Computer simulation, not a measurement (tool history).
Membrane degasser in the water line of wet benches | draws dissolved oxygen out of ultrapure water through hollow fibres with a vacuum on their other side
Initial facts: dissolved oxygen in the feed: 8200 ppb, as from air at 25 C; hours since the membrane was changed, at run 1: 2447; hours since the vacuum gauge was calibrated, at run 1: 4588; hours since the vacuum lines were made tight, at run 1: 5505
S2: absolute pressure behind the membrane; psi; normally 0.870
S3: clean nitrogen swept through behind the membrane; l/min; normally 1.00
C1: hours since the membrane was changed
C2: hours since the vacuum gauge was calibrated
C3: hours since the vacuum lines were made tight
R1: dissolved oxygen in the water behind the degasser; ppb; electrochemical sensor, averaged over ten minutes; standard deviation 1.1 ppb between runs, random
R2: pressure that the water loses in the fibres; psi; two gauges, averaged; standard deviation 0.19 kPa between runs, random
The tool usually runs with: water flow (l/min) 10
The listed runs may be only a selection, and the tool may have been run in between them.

run 1 hour=0.0 | water_flow_(l/min)=10 S2=0.870 S3=1.00 | C1=2447 C2=4588 C3=5505 | R1=104.5 R2=5.973
run 2 hour=95.2 | water_flow_(l/min)=10 S2=0.870 S3=1.00 | C1=2543 C2=4683 C3=5601 | R1=103.3 R2=5.965
run 3 hour=200.2 | water_flow_(l/min)=10 S2=0.870 S3=1.00 | C1=2648 C2=4788 C3=5706 | R1=104.2 R2=5.939
run 4 hour=284.2 | water_flow_(l/min)=10 S2=0.870 S3=1.00 | C1=2732 C2=4872 C3=5790 | R1=102.3 R2=5.939
run 5 hour=389.6 | water_flow_(l/min)=10 S2=0.870 S3=1.00 | C1=2837 C2=4978 C3=5895 | R1=102.6 R2=5.922
run 6 hour=442.5 | water_flow_(l/min)=10 S2=0.870 S3=1.00 | C1=2890 C2=5030 C3=5948 | R1=101.2 R2=5.941
run 7 hour=507.7 | water_flow_(l/min)=10 S2=0.870 S3=1.00 | C1=2955 C2=5096 C3=6013 | R1=101.7 R2=5.907
run 8 hour=587.4 | water_flow_(l/min)=10 S2=0.870 S3=2.82 | C1=3035 C2=5175 C3=6093 | R1=62.8 R2=5.891
-- hour=638.4 vacuum gauge calibrated
run 9 hour=652.4 | water_flow_(l/min)=10 S2=0.870 S3=2.82 | C1=3099 C2=14 C3=6157 | R1=61.2 R2=5.883
run 10 hour=750.1 | water_flow_(l/min)=10 S2=0.870 S3=2.82 | C1=3197 C2=112 C3=6255 | R1=60.9 R2=5.912
run 11 hour=805.6 | water_flow_(l/min)=10 S2=0.870 S3=2.82 | C1=3252 C2=167 C3=6310 | R1=61.9 R2=5.881
run 12 hour=880.1 | water_flow_(l/min)=13 S2=0.870 S3=2.82 | C1=3327 C2=242 C3=6385 | R1=95.5 R2=7.664
run 13 hour=949.5 | water_flow_(l/min)=13 S2=0.870 S3=2.82 | C1=3396 C2=311 C3=6454 | R1=95.5 R2=7.581
run 14 hour=1005.3 | water_flow_(l/min)=13 S2=0.870 S3=2.82 | C1=3452 C2=367 C3=6510 | R1=95.0 R2=7.594
run 15 hour=1096.9 | water_flow_(l/min)=13 S2=0.870 S3=2.82 | C1=3544 C2=459 C3=6602 | R1=96.8 R2=7.596
run 16 hour=1175.2 | water_flow_(l/min)=11 S2=0.870 S3=1.00 | C1=3622 C2=537 C3=6680 | R1=117.9 R2=6.402
run 17 hour=1251.8 | water_flow_(l/min)=10 S2=1.474 S3=1.98 | C1=3699 C2=613 C3=6757 | R1=124.1 R2=5.854
run 18 hour=1361.0 | water_flow_(l/min)=10 S2=1.474 S3=1.98 | C1=3808 C2=723 C3=6866 | R1=122.2 R2=5.806
run 19 hour=1421.5 | water_flow_(l/min)=7 S2=0.870 S3=1.12 | C1=3868 C2=783 C3=6926 | R1=57.3 R2=4.028
-- hour=1470.2 gauge calibrated
run 20 hour=1482.3 | water_flow_(l/min)=12 S2=0.870 S3=1.78 | C1=3929 C2=844 C3=6987 | R1=99.5 R2=7.150
run 21 hour=1556.8 | water_flow_(l/min)=12 S2=0.870 S3=1.78 | C1=4004 C2=918 C3=7062 | R1=101.6 R2=7.149
run 22 hour=1654.5 | water_flow_(l/min)=16 S2=0.870 S3=0.59 | C1=4101 C2=1016 C3=7159 | R1=252.0 R2=9.580
run 23 hour=1749.1 | water_flow_(l/min)=16 S2=0.737 S3=1.03 | C1=4196 C2=1111 C3=7254 | R1=159.9 R2=9.496
run 24 hour=1800.6 | water_flow_(l/min)=16 S2=0.737 S3=1.03 | C1=4247 C2=1162 C3=7305 | R1=162.6 R2=9.485
run 25 hour=1896.7 | water_flow_(l/min)=9 S2=0.870 S3=0.80 | C1=4344 C2=1258 C3=7402 | R1=101.4 R2=5.339
-- hour=1909.8 seals of the vacuum lines changed
run 26 hour=2011.9 | water_flow_(l/min)=10 S2=0.870 S3=2.15 | C1=4457 C2=1371 C3=102 | R1=69.4 R2=5.922
run 27 hour=2117.7 | water_flow_(l/min)=10 S2=1.247 S3=0.60 | C1=4563 C2=1477 C3=208 | R1=234.4 R2=5.923
run 28 hour=2170.4 | water_flow_(l/min)=10 S2=1.247 S3=0.60 | C1=4615 C2=1530 C3=261 | R1=237.0 R2=5.873
run 29 hour=2224.9 | water_flow_(l/min)=10 S2=0.870 S3=0.50 | C1=4670 C2=1584 C3=315 | R1=159.8 R2=5.906
run 30 hour=2327.0 | water_flow_(l/min)=10 S2=0.870 S3=0.50 | C1=4772 C2=1687 C3=417 | R1=157.5 R2=5.886
run 31 hour=2434.2 | water_flow_(l/min)=10 S2=0.611 S3=1.10 | C1=4879 C2=1794 C3=524 | R1=60.3 R2=5.852

Hidden state at the last listed run before each entry between runs and at the first one after, where it differs:
Run 8 -> run 9: vacuum gauge calibrated (hour 638.4)
  drift of the gauge itself on loss_of_pressure_kpa, %: -1.18 -> -1.31
  what was measured, less what the result would be without the hidden state, R2: -0.070 -> -0.077 psi
Run 19 -> run 20: gauge calibrated (hour 1470.2)
  drift of the gauge itself on loss_of_pressure_kpa, %: -2.85 -> -0.02
  what was measured, less what the result would be without the hidden state, R2: -0.117 -> -0.001 psi
Run 25 -> run 26: seals of the vacuum lines changed (hour 1909.8)
  air that leaks in behind the membrane, l/min: 0.0021 -> 0.002; drift of the gauge itself on loss_of_pressure_kpa, %: -0.86 -> -1.08
  what was measured, less what the result would be without the hidden state, R2: -0.045 -> -0.064 psi
